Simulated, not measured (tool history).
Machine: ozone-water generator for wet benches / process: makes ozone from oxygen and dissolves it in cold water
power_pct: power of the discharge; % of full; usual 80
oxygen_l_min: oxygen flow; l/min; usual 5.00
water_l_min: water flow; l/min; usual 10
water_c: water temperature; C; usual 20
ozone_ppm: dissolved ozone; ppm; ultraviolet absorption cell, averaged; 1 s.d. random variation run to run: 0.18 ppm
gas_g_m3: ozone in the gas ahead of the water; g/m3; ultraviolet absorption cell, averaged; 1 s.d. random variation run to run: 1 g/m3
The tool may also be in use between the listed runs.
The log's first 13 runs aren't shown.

{"run": 14, "day": 77.25, "power_pct": 80, "oxygen_l_min": 5.0, "water_l_min": 10, "water_c": 20, "ozone_ppm": 25.6, "gas_g_m3": 167.8}
{"run": 15, "day": 85.538, "power_pct": 80, "oxygen_l_min": 5.0, "water_l_min": 10, "water_c": 20, "ozone_ppm": 25.1, "gas_g_m3": 167.5}
{"run": 16, "day": 91.5, "power_pct": 80, "oxygen_l_min": 4.06, "water_l_min": 10, "water_c": 20, "ozone_ppm": 26.1, "gas_g_m3": 184.6}
{"run": 17, "day": 97.508, "power_pct": 80, "oxygen_l_min": 5.0, "water_l_min": 10, "water_c": 20, "ozone_ppm": 25.5, "gas_g_m3": 166.9}
{"day": 103.162, "done": "gauge calibrated"}
{"run": 18, "day": 105.512, "power_pct": 80, "oxygen_l_min": 5.0, "water_l_min": 10, "water_c": 20, "ozone_ppm": 25.2, "gas_g_m3": 173.0}
{"run": 19, "day": 110.767, "power_pct": 80, "oxygen_l_min": 3.57, "water_l_min": 10, "water_c": 14, "ozone_ppm": 28.4, "gas_g_m3": 202.2}
{"run": 20, "day": 114.792, "power_pct": 80, "oxygen_l_min": 3.13, "water_l_min": 10, "water_c": 14, "ozone_ppm": 27.9, "gas_g_m3": 215.2}
{"run": 21, "day": 121.571, "power_pct": 49, "oxygen_l_min": 2.81, "water_l_min": 7, "water_c": 19, "ozone_ppm": 23.0, "gas_g_m3": 152.9}
{"run": 22, "day": 130.675, "power_pct": 49, "oxygen_l_min": 2.81, "water_l_min": 7, "water_c": 19, "ozone_ppm": 23.0, "gas_g_m3": 150.8}

Run 23 comes next. What will it give?
{"run": 23, "day": 135.85, "power_pct": 49, "oxygen_l_min": 2.81, "water_l_min": 7, "water_c": 19, "ozone_ppm": "?", "gas_g_m3": "?"}

ozone_ppm: 23.0 ppm
gas_g_m3: 152.1 g/m3
With the hidden condition absent and the run-to-run variation left alone, this run would have shown ozone_ppm 23.0 ppm, gas_g_m3 153.9 g/m3.
